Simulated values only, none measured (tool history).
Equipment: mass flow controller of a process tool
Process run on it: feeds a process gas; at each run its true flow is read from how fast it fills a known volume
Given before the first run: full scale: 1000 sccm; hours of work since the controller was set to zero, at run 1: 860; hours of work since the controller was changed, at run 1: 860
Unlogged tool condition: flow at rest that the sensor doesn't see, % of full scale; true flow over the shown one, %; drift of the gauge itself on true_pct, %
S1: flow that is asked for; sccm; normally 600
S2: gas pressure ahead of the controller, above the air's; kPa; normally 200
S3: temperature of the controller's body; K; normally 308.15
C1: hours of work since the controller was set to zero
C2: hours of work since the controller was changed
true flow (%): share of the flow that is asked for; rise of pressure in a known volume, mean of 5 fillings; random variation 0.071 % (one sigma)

Run 1, day 0.000: usual settings; C1 860; C2 860. Result: true flow (%) 99.71.
Run 2, day 6.217: usual settings but S1 467 sccm; C1 923; C2 923. Result: true flow (%) 99.47.
Run 3, day 9.104: usual settings but S1 467 sccm; C1 952; C2 952. Result: true flow (%) 99.46.
Run 4, day 13.817: usual settings but S1 467 sccm; C1 999; C2 999. Result: true flow (%) 99.41.
Run 5, day 19.562: usual settings but S1 467 sccm; C1 1057; C2 1057. Result: true flow (%) 99.37.
Run 6, day 25.092: usual settings but S1 467 sccm; C1 1113; C2 1113. Result: true flow (%) 99.58.
Run 7, day 28.621: usual settings but S1 467 sccm, S3 294.15 K; C1 1148; C2 1148. Result: true flow (%) 98.58.
Run 8, day 31.750: usual settings but S1 467 sccm, S2 214 kPa, S3 294.15 K; C1 1180; C2 1180. Result: true flow (%) 98.49.
Run 9, day 38.721: usual settings but S1 467 sccm, S2 214 kPa, S3 303.15 K; C1 1250; C2 1250. Result: true flow (%) 99.00.
Run 10, day 45.708: usual settings but S1 467 sccm, S2 214 kPa, S3 303.15 K; C1 1320; C2 1320. Result: true flow (%) 99.08.
Run 11, day 48.829: usual settings but S1 467 sccm, S2 214 kPa, S3 303.15 K; C1 1352; C2 1352. Result: true flow (%) 98.98.
Run 12, day 51.892: usual settings but S3 311.15 K; C1 1383; C2 1383. Result: true flow (%) 99.86.
Run 13, day 57.075: usual settings but S3 311.15 K; C1 1435; C2 1435. Result: true flow (%) 99.84.
Run 14, day 63.871: usual settings but S1 214 sccm, S3 302.15 K; C1 1503; C2 1503. Result: true flow (%) 98.61.
Run 15, day 67.121: usual settings; C1 1536; C2 1536. Result: true flow (%) 99.76.
Run 16, day 74.121: usual settings but S1 219 sccm; C1 1606; C2 1606. Result: true flow (%) 98.99.
Run 17, day 78.317: usual settings but S1 361 sccm, S2 149 kPa, S3 310.15 K; C1 1649; C2 1649. Result: true flow (%) 99.84.
Run 18, day 83.008: usual settings but S1 361 sccm, S2 149 kPa, S3 310.15 K; C1 1696; C2 1696. Result: true flow (%) 99.76.
Run 19, day 87.517: usual settings but S1 361 sccm, S2 219 kPa, S3 299.15 K; C1 1741; C2 1741. Result: true flow (%) 98.47.
Run 20, day 91.412: usual settings but S1 526 sccm, S2 219 kPa, S3 299.15 K; C1 1780; C2 1780. Result: true flow (%) 98.94.
Run 21, day 96.933: usual settings but S1 526 sccm, S2 219 kPa, S3 299.15 K; C1 1836; C2 1836. Result: true flow (%) 98.87.
Run 22, day 100.304: usual settings but S1 187 sccm, S3 311.15 K; C1 1870; C2 1870. Result: true flow (%) 99.02.

Forecast run 23:
Run 23, day 107.288: usual settings but S1 187 sccm, S3 311.15 K; C1 1940; C2 1940. Result: true flow (%) ?.

For run 23 the tool returned true flow (%) 98.91.
The same run, on a tool lacking any hidden state, would have yielded true flow (%) 98.90.
